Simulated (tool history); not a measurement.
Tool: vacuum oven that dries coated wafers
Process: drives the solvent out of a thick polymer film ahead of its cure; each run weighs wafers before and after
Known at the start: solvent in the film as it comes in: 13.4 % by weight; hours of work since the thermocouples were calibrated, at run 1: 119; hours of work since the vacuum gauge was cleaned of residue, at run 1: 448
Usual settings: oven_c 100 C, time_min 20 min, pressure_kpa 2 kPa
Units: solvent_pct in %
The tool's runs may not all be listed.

run	hour	oven_c	time_min	pressure_kpa	hours of work since the thermocouples were calibrated	hours of work since the vacuum gauge was cleaned of residue	solvent_pct
1	0	100	20	2	119	448	3.4
2	9.5	100	20	2	126	455	3.53
3	25.1	100	20	2	137	466	3.35
4	43.4	100	20	2	149	479	3.36
5	56.4	100	20	2	159	488	3.33
6	73.8	100	20	2	171	500	3.43
7	92.3	87	20	2	184	513	6.74
8	105.7	100	20	2	193	522	3.46
9	114.1	87	20	2	199	528	6.66
10	128.3	87	20	2	209	538	6.59
11	135.9	87	20	2	214	543	6.87
12	153.1	100	20	2.62	226	555	3.4
13	166.6	100	35	2	236	565	1.61
14	176.7	100	35	2	243	572	1.75
15	194.6	100	35	2	255	584	1.62
16	210.9	100	20	2	267	596	3.41
17	219.1	100	13	2	272	602	5.05
18	227.8	100	13	2	279	608	5.04
19	236.5	100	13	2	285	614	4.99
20	244.8	100	13	2	290	620	5.09
21	260.6	100	13	2	301	631	4.96
22	268.1	100	20	4.53	307	636	3.9
23	277.1	91	10	2.25	313	642	7.87
24	290.7	104	33	2.04	323	652	1.11
25	306.3	104	33	2.04	333	663	1.17
26	322.6	104	33	2.04	345	674	1.13
27	337.6	100	13	6.08	355	685	5.57
28	347	100	20	1.61	362	691	3.22
29	359.1	113	13	2	370	700	1.81
30	367.7	93	17	3.89	376	706	6.1
31	386.2	93	11	1.71	389	719	7.34
32	397.7	108	10	7.13	397	727	4.61
33	414.2	104	21	7.13	409	738	3.16
34	427.3	104	21	3.12	418	747	2.5
35	442.6	100	20	2	429	758	3.28
36	450.6	115	20	1.85	434	764	0.63
37	462.1	102	16	1.97	442	772	3.61
38	475.6	98	25	3.61	452	781	3.43
39	488.9	100	28	2.84	461	790	2.32
40	506	100	28	2.84	473	802	2.45
41	520	100	20	1.31	483	812	3.11

5 ways to go on from here, each from the tool as it stands after run 41. What would each give?
A	530.5	96	19	6.37	490	820	?
B	530.5	100	28	1.31	490	820	?
C	530.5	100	18	3.46	490	820	?
D	530.5	100	25	1.31	490	820	?
E	530.5	100	17	1.31	490	820	?

run	solvent_pct
A	5.37
B	2
C	3.82
D	2.35
E	3.77
Without the tool's hidden state the same runs would have given:
run	solvent_pct
A	5.62
B	2.16
C	4.05
D	2.54
E	4.01
